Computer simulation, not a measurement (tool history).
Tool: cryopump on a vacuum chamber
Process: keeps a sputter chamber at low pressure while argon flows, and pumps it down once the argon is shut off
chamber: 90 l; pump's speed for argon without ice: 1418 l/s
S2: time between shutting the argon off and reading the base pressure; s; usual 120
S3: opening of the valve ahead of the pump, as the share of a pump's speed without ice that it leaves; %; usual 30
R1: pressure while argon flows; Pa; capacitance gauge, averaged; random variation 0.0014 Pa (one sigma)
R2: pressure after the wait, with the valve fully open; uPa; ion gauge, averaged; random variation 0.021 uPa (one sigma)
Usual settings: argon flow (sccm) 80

{"run": 1, "day": 0.0, "argon flow (sccm)": 80, "S2": 120, "S3": 30, "R1": 0.3209, "R2": 1.12}
{"run": 2, "day": 0.65, "argon flow (sccm)": 80, "S2": 120, "S3": 30, "R1": 0.3241, "R2": 1.13}
{"run": 3, "day": 1.079, "argon flow (sccm)": 80, "S2": 120, "S3": 30, "R1": 0.3252, "R2": 1.14}
{"run": 4, "day": 1.6, "argon flow (sccm)": 80, "S2": 120, "S3": 30, "R1": 0.3243, "R2": 1.18}
{"run": 5, "day": 2.383, "argon flow (sccm)": 80, "S2": 120, "S3": 19, "R1": 0.5094, "R2": 1.18}
{"run": 6, "day": 3.046, "argon flow (sccm)": 116, "S2": 120, "S3": 30, "R1": 0.4735, "R2": 1.22}
{"run": 7, "day": 3.683, "argon flow (sccm)": 116, "S2": 120, "S3": 30, "R1": 0.473, "R2": 1.24}
{"run": 8, "day": 4.517, "argon flow (sccm)": 116, "S2": 120, "S3": 30, "R1": 0.4704, "R2": 1.31}
{"run": 9, "day": 5.417, "argon flow (sccm)": 80, "S2": 38, "S3": 30, "R1": 0.3275, "R2": 1.84}
{"run": 10, "day": 6.192, "argon flow (sccm)": 80, "S2": 74, "S3": 30, "R1": 0.3296, "R2": 1.53}
{"run": 11, "day": 6.992, "argon flow (sccm)": 80, "S2": 74, "S3": 30, "R1": 0.3262, "R2": 1.54}
{"run": 12, "day": 7.558, "argon flow (sccm)": 80, "S2": 74, "S3": 30, "R1": 0.3293, "R2": 1.58}
{"run": 13, "day": 8.379, "argon flow (sccm)": 80, "S2": 74, "S3": 30, "R1": 0.3275, "R2": 1.55}
{"run": 14, "day": 9.138, "argon flow (sccm)": 80, "S2": 74, "S3": 30, "R1": 0.3323, "R2": 1.54}
{"run": 15, "day": 9.929, "argon flow (sccm)": 80, "S2": 120, "S3": 44, "R1": 0.2317, "R2": 1.53}
{"run": 16, "day": 10.529, "argon flow (sccm)": 80, "S2": 26, "S3": 18, "R1": 0.5441, "R2": 2.38}
{"run": 17, "day": 11.171, "argon flow (sccm)": 80, "S2": 86, "S3": 18, "R1": 0.5445, "R2": 1.65}
{"run": 18, "day": 12.004, "argon flow (sccm)": 111, "S2": 120, "S3": 37, "R1": 0.3796, "R2": 1.57}
{"run": 19, "day": 12.488, "argon flow (sccm)": 111, "S2": 120, "S3": 41, "R1": 0.3485, "R2": 1.63}
{"run": 20, "day": 13.204, "argon flow (sccm)": 111, "S2": 27, "S3": 41, "R1": 0.3449, "R2": 2.54}
{"run": 21, "day": 13.779, "argon flow (sccm)": 75, "S2": 42, "S3": 44, "R1": 0.2229, "R2": 2.1}
{"run": 22, "day": 14.417, "argon flow (sccm)": 33, "S2": 191, "S3": 47, "R1": 0.0922, "R2": 1.61}
{"run": 23, "day": 15.058, "argon flow (sccm)": 110, "S2": 31, "S3": 32, "R1": 0.4338, "R2": 2.37}

Forecast each of these 4 alternatives for the next run:
{"run": "A", "day": 15.508, "argon flow (sccm)": 128, "S2": 27, "S3": 19, "R1": "?", "R2": "?"}
{"run": "B", "day": 15.508, "argon flow (sccm)": 36, "S2": 31, "S3": 32, "R1": "?", "R2": "?"}
{"run": "C", "day": 15.508, "argon flow (sccm)": 53, "S2": 120, "S3": 30, "R1": "?", "R2": "?"}
{"run": "D", "day": 15.508, "argon flow (sccm)": 127, "S2": 31, "S3": 46, "R1": "?", "R2": "?"}

run=A R1=0.8384 R2=2.48
run=B R1=0.1444 R2=2.38
run=C R1=0.2230 R2=1.72
run=D R1=0.3643 R2=2.41
Without the tool's hidden state the same runs would have given:
run=A R1=0.8044 R2=1.21
run=B R1=0.1348 R2=1.12
run=C R1=0.2091 R2=0.43
run=D R1=0.3304 R2=1.10

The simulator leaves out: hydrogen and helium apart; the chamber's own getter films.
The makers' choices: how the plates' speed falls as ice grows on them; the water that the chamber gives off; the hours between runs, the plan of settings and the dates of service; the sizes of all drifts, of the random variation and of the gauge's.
